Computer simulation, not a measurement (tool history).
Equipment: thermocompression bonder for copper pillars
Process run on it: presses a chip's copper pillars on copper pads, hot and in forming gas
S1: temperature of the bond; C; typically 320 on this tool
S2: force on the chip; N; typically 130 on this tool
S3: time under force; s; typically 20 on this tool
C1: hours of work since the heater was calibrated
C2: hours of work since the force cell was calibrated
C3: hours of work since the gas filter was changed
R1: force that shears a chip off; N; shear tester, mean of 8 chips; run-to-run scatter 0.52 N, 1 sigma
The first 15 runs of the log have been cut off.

run 16 hour=588.7 | S1=316 S2=130 S3=20 | C1=475 C2=475 C3=111 | R1=39.9
run 17 hour=627.4 | S1=316 S2=130 S3=20 | C1=491 C2=491 C3=128 | R1=38.4
run 18 hour=659.2 | S1=316 S2=130 S3=20 | C1=505 C2=505 C3=142 | R1=38.0
-- hour=666.7 forming gas filter changed
run 19 hour=711.1 | S1=316 S2=130 S3=20 | C1=527 C2=527 C3=19 | R1=41.5
-- hour=721.3 heater calibrated with a thermocouple chip
run 20 hour=740.3 | S1=316 S2=130 S3=20 | C1=8 C2=539 C3=31 | R1=46.7
run 21 hour=791.2 | S1=306 S2=84 S3=51 | C1=30 C2=561 C3=53 | R1=42.1
run 22 hour=836.2 | S1=330 S2=133 S3=52 | C1=50 C2=581 C3=72 | R1=64.9
run 23 hour=863.4 | S1=320 S2=113 S3=21 | C1=61 C2=592 C3=84 | R1=43.4
run 24 hour=905.9 | S1=320 S2=114 S3=47 | C1=80 C2=611 C3=103 | R1=53.4
run 25 hour=931.1 | S1=320 S2=114 S3=47 | C1=91 C2=622 C3=113 | R1=53.0
run 26 hour=966.3 | S1=320 S2=87 S3=43 | C1=106 C2=637 C3=129 | R1=43.9
-- hour=1004.6 forming gas filter changed
run 27 hour=1014.3 | S1=320 S2=87 S3=43 | C1=126 C2=657 C3=4 | R1=49.0
run 28 hour=1061.6 | S1=320 S2=87 S3=43 | C1=147 C2=678 C3=25 | R1=47.3
run 29 hour=1110.3 | S1=320 S2=136 S3=35 | C1=168 C2=699 C3=46 | R1=56.0
run 30 hour=1143.9 | S1=320 S2=136 S3=35 | C1=182 C2=713 C3=60 | R1=55.8
run 31 hour=1203.6 | S1=320 S2=136 S3=35 | C1=208 C2=739 C3=86 | R1=54.1
run 32 hour=1237.7 | S1=307 S2=115 S3=27 | C1=223 C2=754 C3=101 | R1=40.0
run 33 hour=1264.3 | S1=307 S2=115 S3=27 | C1=235 C2=765 C3=112 | R1=39.8
run 34 hour=1310.9 | S1=320 S2=89 S3=13 | C1=255 C2=786 C3=132 | R1=28.6
-- hour=1322.7 force cell calibrated
-- hour=1341.4 forming gas filter changed
run 35 hour=1349.0 | S1=320 S2=89 S3=13 | C1=270 C2=11 C3=3 | R1=30.6
run 36 hour=1388.7 | S1=320 S2=89 S3=13 | C1=287 C2=28 C3=20 | R1=30.0
run 37 hour=1442.2 | S1=327 S2=130 S3=20 | C1=311 C2=51 C3=44 | R1=47.4
run 38 hour=1478.0 | S1=320 S2=144 S3=20 | C1=326 C2=67 C3=59 | R1=45.4
run 39 hour=1533.5 | S1=320 S2=144 S3=20 | C1=350 C2=91 C3=83 | R1=44.4
run 40 hour=1571.6 | S1=349 S2=85 S3=20 | C1=367 C2=107 C3=99 | R1=43.4

Each row is a separate what-if for the run after 40, all from the same tool condition, not one after another. Results?
run A hour=1602.2 | S1=328 S2=130 S3=52 | C1=380 C2=121 C3=113 | R1=?
run B hour=1602.2 | S1=294 S2=130 S3=20 | C1=380 C2=121 C3=113 | R1=?
run C hour=1602.2 | S1=349 S2=85 S3=32 | C1=380 C2=121 C3=113 | R1=?

run=A R1=57.4
run=B R1=29.3
run=C R1=48.6
Stripped of hidden state, with their random variation kept, the same runs would have yielded:
run=A R1=65.7
run=B R1=35.1
run=C R1=56.0

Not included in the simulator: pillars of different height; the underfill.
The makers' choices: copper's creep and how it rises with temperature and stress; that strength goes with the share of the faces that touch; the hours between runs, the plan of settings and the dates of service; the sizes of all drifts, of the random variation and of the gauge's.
